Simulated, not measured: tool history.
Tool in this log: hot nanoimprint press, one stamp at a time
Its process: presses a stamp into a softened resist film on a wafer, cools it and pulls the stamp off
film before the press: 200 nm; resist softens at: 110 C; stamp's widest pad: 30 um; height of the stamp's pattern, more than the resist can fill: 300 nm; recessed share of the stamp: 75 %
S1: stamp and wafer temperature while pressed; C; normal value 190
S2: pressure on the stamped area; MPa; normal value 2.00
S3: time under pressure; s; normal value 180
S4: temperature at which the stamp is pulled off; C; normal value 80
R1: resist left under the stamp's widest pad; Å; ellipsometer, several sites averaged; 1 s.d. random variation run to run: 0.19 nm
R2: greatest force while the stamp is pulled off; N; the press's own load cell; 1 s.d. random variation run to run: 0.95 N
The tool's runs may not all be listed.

| run | hour | S1 | S2 | S3 | S4 | R1 | R2 |
|---|---|---|---|---|---|---|---|
| 1 | 0.0 | 190 | 2.00 | 180 | 80 | 892 | 197.7 |
| 2 | 41.3 | 190 | 2.00 | 180 | 80 | 890 | 197.0 |
|  | 66.4 | plate thermocouple calibrated |
|  | 103.8 | press's hydraulic seals changed and the load cell set to zero |
| 3 | 121.0 | 190 | 2.00 | 180 | 80 | 848 | 199.4 |
| 4 | 167.9 | 190 | 2.00 | 180 | 67 | 850 | 251.2 |
|  | 237.5 | stamp cleaned and given a new release coat |
| 5 | 241.0 | 190 | 2.00 | 180 | 80 | 848 | 190.1 |
| 6 | 284.5 | 190 | 2.00 | 273 | 80 | 737 | 191.8 |
| 7 | 317.1 | 190 | 2.00 | 273 | 80 | 733 | 192.3 |
| 8 | 356.6 | 190 | 2.00 | 273 | 80 | 735 | 191.7 |
| 9 | 391.6 | 190 | 2.00 | 273 | 80 | 733 | 192.4 |
|  | 434.4 | plate thermocouple calibrated, once more |
| 10 | 457.2 | 190 | 2.00 | 273 | 80 | 762 | 198.3 |
| 11 | 504.6 | 190 | 2.00 | 273 | 80 | 763 | 199.2 |
| 12 | 553.6 | 190 | 2.00 | 273 | 80 | 761 | 200.7 |
| 13 | 610.0 | 190 | 2.00 | 273 | 80 | 764 | 201.9 |
| 14 | 669.0 | 190 | 2.00 | 273 | 80 | 761 | 203.4 |
|  | 693.4 | stamp cleaned and given a new release coat |
| 15 | 709.5 | 190 | 2.00 | 273 | 80 | 760 | 194.5 |
| 16 | 755.5 | 190 | 2.12 | 152 | 83 | 896 | 184.1 |
| 17 | 805.7 | 188 | 2.82 | 201 | 65 | 743 | 253.3 |
| 18 | 848.3 | 188 | 2.82 | 176 | 67 | 778 | 246.6 |
| 19 | 898.9 | 188 | 2.82 | 176 | 67 | 779 | 249.2 |
| 20 | 942.4 | 197 | 1.83 | 300 | 65 | 617 | 258.5 |
| 21 | 1011.4 | 197 | 1.83 | 300 | 65 | 616 | 259.5 |
| 22 | 1050.8 | 186 | 1.83 | 300 | 87 | 884 | 172.8 |
| 23 | 1091.8 | 186 | 1.83 | 300 | 87 | 888 | 174.2 |
|  | 1124.6 | plate thermocouple calibrated |
| 24 | 1140.0 | 186 | 1.83 | 300 | 87 | 909 | 178.3 |
|  | 1150.6 | stamp cleaned and given a new release coat |
| 25 | 1188.9 | 186 | 2.93 | 215 | 87 | 785 | 168.8 |
| 26 | 1250.6 | 186 | 1.79 | 180 | 74 | 1080 | 219.3 |
| 27 | 1309.9 | 186 | 1.79 | 180 | 74 | 1075 | 221.7 |
| 28 | 1365.0 | 186 | 1.79 | 180 | 74 | 1079 | 222.8 |
| 29 | 1408.3 | 183 | 3.09 | 288 | 82 | 769 | 193.5 |

Here are 4 independent what-if runs from the current tool condition. What would each one return?
| A | 1452.0 | 196 | 2.00 | 180 | 82 | ? | ? |
| B | 1452.0 | 190 | 2.00 | 180 | 74 | ? | ? |
| C | 1452.0 | 199 | 2.00 | 180 | 80 | ? | ? |
| D | 1452.0 | 190 | 1.21 | 180 | 80 | ? | ? |

| run | R1 | R2 |
|---|---|---|
| A | 739 | 192.8 |
| B | 900 | 225.0 |
| C | 678 | 202.0 |
| D | 1154 | 201.7 |
Take away the tool's hidden state, keep each run's random variation, and the runs would have read:
| run | R1 | R2 |
|---|---|---|
| A | 728 | 185.9 |
| B | 887 | 216.8 |
| C | 667 | 194.7 |
| D | 1149 | 194.4 |
